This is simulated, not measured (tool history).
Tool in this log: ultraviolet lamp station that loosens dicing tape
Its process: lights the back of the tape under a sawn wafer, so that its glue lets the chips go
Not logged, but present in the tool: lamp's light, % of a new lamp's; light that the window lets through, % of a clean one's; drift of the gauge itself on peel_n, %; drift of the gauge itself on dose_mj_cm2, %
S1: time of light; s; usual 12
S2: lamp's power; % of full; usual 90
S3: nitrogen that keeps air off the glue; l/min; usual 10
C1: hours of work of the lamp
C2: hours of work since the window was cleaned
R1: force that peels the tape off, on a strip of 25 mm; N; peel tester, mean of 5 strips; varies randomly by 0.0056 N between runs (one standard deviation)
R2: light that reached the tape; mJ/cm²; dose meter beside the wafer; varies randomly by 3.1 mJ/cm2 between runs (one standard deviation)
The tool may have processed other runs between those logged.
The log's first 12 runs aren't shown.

-- hour=248.4 window cleaned of glue's vapour
run 13 hour=257.7 | S1=12 S2=90 S3=10 | C1=242 C2=4 | R1=0.120 R2=466
run 14 hour=283.1 | S1=12 S2=90 S3=10 | C1=252 C2=14 | R1=0.116 R2=464
run 15 hour=295.9 | S1=12 S2=90 S3=10 | C1=257 C2=19 | R1=0.123 R2=465
run 16 hour=316.0 | S1=12 S2=90 S3=10 | C1=265 C2=27 | R1=0.117 R2=463
run 17 hour=337.2 | S1=12 S2=90 S3=10 | C1=274 C2=36 | R1=0.123 R2=465
run 18 hour=363.0 | S1=17 S2=90 S3=5 | C1=284 C2=46 | R1=0.098 R2=656
run 19 hour=378.9 | S1=17 S2=90 S3=5 | C1=291 C2=53 | R1=0.095 R2=662
run 20 hour=391.7 | S1=22 S2=90 S3=14 | C1=296 C2=58 | R1=0.080 R2=847
run 21 hour=420.7 | S1=8 S2=80 S3=18 | C1=308 C2=70 | R1=0.249 R2=278
run 22 hour=434.5 | S1=8 S2=80 S3=18 | C1=313 C2=75 | R1=0.254 R2=272
run 23 hour=462.8 | S1=13 S2=64 S3=18 | C1=325 C2=87 | R1=0.149 R2=354
run 24 hour=480.4 | S1=13 S2=96 S3=3 | C1=332 C2=94 | R1=0.185 R2=533
run 25 hour=498.9 | S1=8 S2=93 S3=7 | C1=339 C2=101 | R1=0.315 R2=319
run 26 hour=525.6 | S1=8 S2=93 S3=7 | C1=350 C2=112 | R1=0.326 R2=319
run 27 hour=552.8 | S1=11 S2=90 S3=3 | C1=361 C2=123 | R1=0.296 R2=423
run 28 hour=575.8 | S1=11 S2=90 S3=3 | C1=371 C2=133 | R1=0.299 R2=422
run 29 hour=598.6 | S1=17 S2=82 S3=4 | C1=380 C2=142 | R1=0.130 R2=597
run 30 hour=612.9 | S1=14 S2=81 S3=15 | C1=386 C2=148 | R1=0.095 R2=488
run 31 hour=631.0 | S1=16 S2=90 S3=15 | C1=393 C2=155 | R1=0.082 R2=618
run 32 hour=656.1 | S1=16 S2=62 S3=15 | C1=403 C2=165 | R1=0.109 R2=422

Alternative continuations, all from the tool just after run 32; predict every row:
run A hour=671.8 | S1=11 S2=62 S3=15 | C1=409 C2=171 | R1=? R2=?
run B hour=671.8 | S1=6 S2=75 S3=12 | C1=409 C2=171 | R1=? R2=?
run C hour=671.8 | S1=11 S2=63 S3=5 | C1=409 C2=171 | R1=? R2=?

run=A R1=0.243 R2=293
run=B R1=0.657 R2=192
run=C R1=0.464 R2=302
With no hidden state in the tool, these same runs would have given:
run=A R1=0.242 R2=294
run=B R1=0.655 R2=192
run=C R1=0.462 R2=302
